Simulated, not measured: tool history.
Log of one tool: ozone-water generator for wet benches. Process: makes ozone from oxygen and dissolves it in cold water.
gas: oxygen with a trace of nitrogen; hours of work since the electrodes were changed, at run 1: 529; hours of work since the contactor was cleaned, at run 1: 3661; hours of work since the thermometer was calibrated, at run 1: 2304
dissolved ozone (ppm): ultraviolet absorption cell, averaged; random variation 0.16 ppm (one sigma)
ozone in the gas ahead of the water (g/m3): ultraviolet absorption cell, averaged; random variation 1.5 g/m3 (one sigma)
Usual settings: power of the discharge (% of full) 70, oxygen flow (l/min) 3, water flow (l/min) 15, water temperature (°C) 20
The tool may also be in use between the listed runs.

run	hour	power of the discharge (% of full)	oxygen flow (l/min)	water flow (l/min)	water temperature (°C)	hours of work since the electrodes were changed	hours of work since the contactor was cleaned	hours of work since the thermometer was calibrated	dissolved ozone (ppm)	ozone in the gas ahead of the water (g/m3)
1	0	70	3	15	20	529	3661	2304	19.8	274.2
2	94.9	70	3	15	20	592	3724	2367	20	273.2
3	149.2	70	3	15	20	628	3760	2403	19.8	272.4
4	251.5	70	3	15	20	696	3828	2471	19.8	273.3
5	343.5	70	3	15	20	757	3889	2532	19.7	273.2
6	445.4	70	3	15	20	824	3957	2599	19.8	272.4
7	531.6	70	3	15	20	881	4014	2657	20	273
8	588.8	56	3	15	20	919	4052	2695	17.6	241.1
9	670	56	3	15	20	973	4106	2748	17.5	242.5
10	744.7	56	3	15	20	1023	4155	2798	17.3	241.5
11	861.4	58	3	15	20	1100	4233	2875	17.7	245.2
12	963.6	70	3	15	20	1168	4301	2943	19.4	270.8
13	1078.4	70	3	15	20	1244	4377	3019	19.8	275.1
14	1126.9	70	1.91	15	20	1276	4409	3052	18.9	353.4
15	1213.1	70	1.91	15	20	1334	4466	3109	18.8	349.7
16	1277.7	70	1.91	15	20	1377	4509	3152	18.6	352.2
17	1375.4	70	1.91	15	20	1441	4574	3217	18.9	347.7
18	1456.8	70	1.52	15	22	1495	4628	3271	17.7	399.6
19	1512.9	78	5.03	16	27	1533	4665	3308	17.1	210.1
20	1588.3	86	2.04	20	26	1583	4715	3358	15.3	368.8
21	1672.1	51	3	19	20	1638	4771	3413	13.5	228.4
22	1768.6	68	3	15	22	1702	4835	3477	18.6	263.1
23	1848.2	92	3	11	24	1755	4888	3530	26.7	309.6
24	1916	40	3.41	23	20	1800	4933	3575	9.8	183.2
25	1983.8	96	2.11	10	17	1845	4978	3620	32.7	392.2
26	2100.1	74	2.11	10	17	1922	5055	3698	28.5	340
27	2152	88	3	12	17	1957	5089	3732	27.1	303.4
28	2239	70	3	17	20	2015	5147	3790	17	264.9
29	2341.8	87	3	17	20	2083	5215	3858	19.3	300.5
30	2458.9	87	3	17	20	2160	5293	3936	19.4	296.8
31	2534.9	87	2.89	14	20	2211	5344	3986	22.6	307
32	2620.7	70	2.05	15	13	2268	5400	4043	19.7	329.5

Measured less the same run without the tool's hidden state. The same run-to-run variation is in both; the gauge's scatter may not be:
The hidden state here: yield of the discharge, % of new electrodes'; contactor's efficiency, % of a clean one's; true water temperature over the reading, C; drift of the gauge itself on ozone_ppm, %; drift of the gauge itself on gas_g_m3, %.
run	dissolved ozone (ppm)	ozone in the gas ahead of the water (g/m3)
1	-0.7	-3.1
2	-0.7	-3.4
3	-0.8	-3.6
4	-0.8	-4
5	-0.8	-4.3
6	-0.8	-4.5
7	-0.9	-4.9
8	-0.8	-3.9
9	-0.8	-4.2
10	-0.8	-4.4
11	-0.8	-4.9
12	-1	-6.4
13	-1	-6.8
14	-1	-9
15	-1.1	-9.3
16	-1.1	-9.6
17	-1.1	-10
18	-1.1	-11.9
19	-1.2	-6.8
20	-1	-12.9
21	-0.8	-6.1
22	-1.2	-8.7
23	-1.9	-12.3
24	-0.6	-4.6
25	-2.5	-16.7
26	-2.1	-13.2
27	-2.1	-13.2
28	-1.4	-10.5
29	-1.7	-13.8
30	-1.7	-14.1
31	-1.9	-14.8
32	-1.7	-14.8
